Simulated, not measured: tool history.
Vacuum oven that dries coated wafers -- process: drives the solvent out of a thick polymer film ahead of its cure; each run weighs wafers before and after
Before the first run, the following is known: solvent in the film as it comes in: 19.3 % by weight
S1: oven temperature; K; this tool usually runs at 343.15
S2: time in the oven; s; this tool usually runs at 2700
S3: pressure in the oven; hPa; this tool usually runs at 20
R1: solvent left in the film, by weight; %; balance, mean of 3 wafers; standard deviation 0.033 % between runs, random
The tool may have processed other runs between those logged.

run 1 day=0 | S1=343.15 S2=2700 S3=20 | R1=3.64
run 2 day=0.808 | S1=343.15 S2=2700 S3=20 | R1=3.59
run 3 day=1.775 | S1=343.15 S2=2700 S3=20 | R1=3.67
run 4 day=2.667 | S1=343.15 S2=2700 S3=20 | R1=3.68
run 5 day=3.442 | S1=343.15 S2=2700 S3=20 | R1=3.65
run 6 day=4.071 | S1=335.15 S2=2700 S3=20 | R1=5.74
run 7 day=5.092 | S1=335.15 S2=2700 S3=20 | R1=5.77
run 8 day=6.221 | S1=335.15 S2=2700 S3=20 | R1=5.81
run 9 day=7.504 | S1=335.15 S2=2700 S3=20 | R1=5.8
run 10 day=8.321 | S1=335.15 S2=2700 S3=20 | R1=5.84
run 11 day=8.925 | S1=335.15 S2=2700 S3=20 | R1=5.75
run 12 day=9.925 | S1=343.15 S2=2700 S3=30.1 | R1=4.73
run 13 day=11.188 | S1=343.15 S2=2700 S3=30.1 | R1=4.67
run 14 day=12.167 | S1=343.15 S2=2700 S3=30.1 | R1=4.69
run 15 day=12.742 | S1=343.15 S2=2700 S3=30.1 | R1=4.68
run 16 day=13.6 | S1=343.15 S2=2700 S3=39.3 | R1=5.67
run 17 day=14.317 | S1=343.15 S2=2700 S3=20 | R1=3.75
run 18 day=15.012 | S1=343.15 S2=2700 S3=20 | R1=3.74
run 19 day=15.725 | S1=343.15 S2=2700 S3=20 | R1=3.65
run 20 day=16.371 | S1=341.15 S2=2700 S3=20 | R1=4.08
run 21 day=17.046 | S1=341.15 S2=2700 S3=20 | R1=4.12
run 22 day=17.742 | S1=341.15 S2=2700 S3=20 | R1=4.14
run 23 day=18.579 | S1=343.15 S2=2220 S3=25.7 | R1=4.9
run 24 day=19.129 | S1=355.15 S2=1740 S3=14.2 | R1=2.27
run 25 day=19.962 | S1=336.15 S2=1680 S3=14.2 | R1=7.09
run 26 day=21.292 | S1=331.15 S2=1680 S3=25.6 | R1=9.98
run 27 day=21.871 | S1=344.15 S2=2280 S3=28.8 | R1=4.87
run 28 day=23.058 | S1=344.15 S2=4080 S3=56 | R1=6.28
run 29 day=23.775 | S1=344.15 S2=1800 S3=49.4 | R1=7.61
run 30 day=24.517 | S1=332.15 S2=2460 S3=21.1 | R1=7.26
run 31 day=25.679 | S1=330.15 S2=1440 S3=11.9 | R1=9.25
run 32 day=26.483 | S1=330.15 S2=1440 S3=11.9 | R1=9.37
run 33 day=27.438 | S1=344.15 S2=1620 S3=61.7 | R1=9.1
run 34 day=28.417 | S1=344.15 S2=1620 S3=61.7 | R1=8.98
run 35 day=29.258 | S1=344.15 S2=3420 S3=20 | R1=2.85
run 36 day=30.354 | S1=330.15 S2=1440 S3=33.2 | R1=11.88
run 37 day=31.629 | S1=336.15 S2=1440 S3=33.2 | R1=9.75
run 38 day=32.762 | S1=331.15 S2=1800 S3=20 | R1=8.88
run 39 day=34.075 | S1=333.15 S2=2940 S3=41.9 | R1=9.2
run 40 day=35.058 | S1=333.15 S2=2940 S3=41.9 | R1=9.1
run 41 day=36.15 | S1=334.15 S2=2700 S3=20 | R1=6.1
run 42 day=37.179 | S1=334.15 S2=2700 S3=20 | R1=6.17
run 43 day=38.067 | S1=334.15 S2=2700 S3=20 | R1=6.13

Alternative continuations, all from the tool just after run 43; predict every row:
-- day=38.521 oven's thermocouples calibrated
run A day=39.112 | S1=334.15 S2=4860 S3=20 | R1=?
-- day=38.521 oven's thermocouples calibrated
run B day=39.112 | S1=346.15 S2=2700 S3=20 | R1=?
-- day=38.521 oven's thermocouples calibrated
run C day=39.112 | S1=343.15 S2=4560 S3=33.1 | R1=?

run=A R1=4.15
run=B R1=3.02
run=C R1=4.02
Without the tool's hidden state the same runs would have given:
run=A R1=4.13
run=B R1=3.01
run=C R1=4.01
